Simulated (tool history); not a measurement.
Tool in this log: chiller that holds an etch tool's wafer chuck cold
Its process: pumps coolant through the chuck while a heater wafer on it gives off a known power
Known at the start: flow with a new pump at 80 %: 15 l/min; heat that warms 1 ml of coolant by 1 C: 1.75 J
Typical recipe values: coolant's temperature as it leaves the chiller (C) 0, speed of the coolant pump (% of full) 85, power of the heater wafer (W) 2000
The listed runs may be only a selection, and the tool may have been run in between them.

run      day  coolant's temperature as it leaves the chiller (C)  speed of the coolant pump (% of full)  power of the heater wafer (W)  chuck's temperature once it has settled (C)  how much warmer the coolant comes back (C)
  1    0.000                                                   0                                     85                           2000                                         14.6                                        4.71
  2    3.129                                                   0                                     85                           2000                                         14.9                                        4.70
  3    9.533                                                   0                                     85                           2000                                         15.0                                        4.76
  4   15.500                                                   0                                     85                           2000                                         14.9                                        4.76
  5   21.383                                                   0                                     85                           2000                                         15.1                                        4.77
  6   24.592                                                   0                                     85                           2000                                         15.1                                        4.80
      27.200  -- coolant changed, channels flushed
  7   27.912                                                   0                                     85                           2000                                         13.1                                        4.77
  8   35.042                                                   0                                     85                           1077                                          7.3                                        2.55
  9   39.438                                                  -6                                     85                           2000                                          7.4                                        4.78
      40.192  -- coolant pump overhauled
 10   46.792                                                  -6                                     85                           2000                                          8.1                                        5.13
 11   52.217                                                   3                                     85                           2000                                         17.1                                        5.10
 12   55.338                                                   3                                     85                           2000                                         17.2                                        5.17
 13   59.775                                                   0                                     90                           2000                                         13.7                                        4.89
 14   66.129                                                   0                                     90                           2000                                         13.8                                        4.84
      70.221  -- coolant pump overhauled, once more
 15   72.612                                                   0                                     77                           2000                                         13.7                                        4.73
 16   79.404                                                   0                                     72                           1852                                         13.3                                        4.69
 17   84.558                                                  -3                                     85                           1529                                          6.8                                        3.34
 18   91.117                                                  -3                                     85                           1529                                          7.0                                        3.30
 19   97.525                                                  -3                                     85                           1529                                          7.1                                        3.32
 20  102.642                                                   1                                     85                           2000                                         14.0                                        4.32
 21  108.846                                                   3                                     92                           1557                                         12.9                                        3.13
 22  112.117                                                   0                                     74                           1557                                         11.4                                        3.84
 23  115.946                                                   2                                     93                           1955                                         14.1                                        3.92
 24  120.767                                                  -1                                     85                           1004                                          6.3                                        2.17
 25  126.433                                                  -1                                     85                           1004                                          6.0                                        2.22
 26  130.046                                                  -1                                     80                           2719                                         17.9                                        6.36
 27  136.592                                                  -1                                     80                           2719                                         18.0                                        6.34
 28  143.762                                                  -1                                     80                           2719                                         18.2                                        6.32

Alternative continuations, all from the tool just after run 28; predict every row:
  A  147.688                                                   1                                     85                           2000                                            ?                                           ?
  B  147.688                                                  -8                                     74                           2025                                            ?                                           ?
  C  147.688                                                  -9                                     80                           2719                                            ?                                           ?

run  chuck's temperature once it has settled (C)  how much warmer the coolant comes back (C)
  A                                         14.9                                        4.43
  B                                          7.4                                        5.09
  C                                         10.2                                        6.36
Had the tool no hidden state, the same runs would have come out as:
run  chuck's temperature once it has settled (C)  how much warmer the coolant comes back (C)
  A                                         12.8                                        4.31
  B                                          5.1                                        4.95
  C                                          7.6                                        6.19

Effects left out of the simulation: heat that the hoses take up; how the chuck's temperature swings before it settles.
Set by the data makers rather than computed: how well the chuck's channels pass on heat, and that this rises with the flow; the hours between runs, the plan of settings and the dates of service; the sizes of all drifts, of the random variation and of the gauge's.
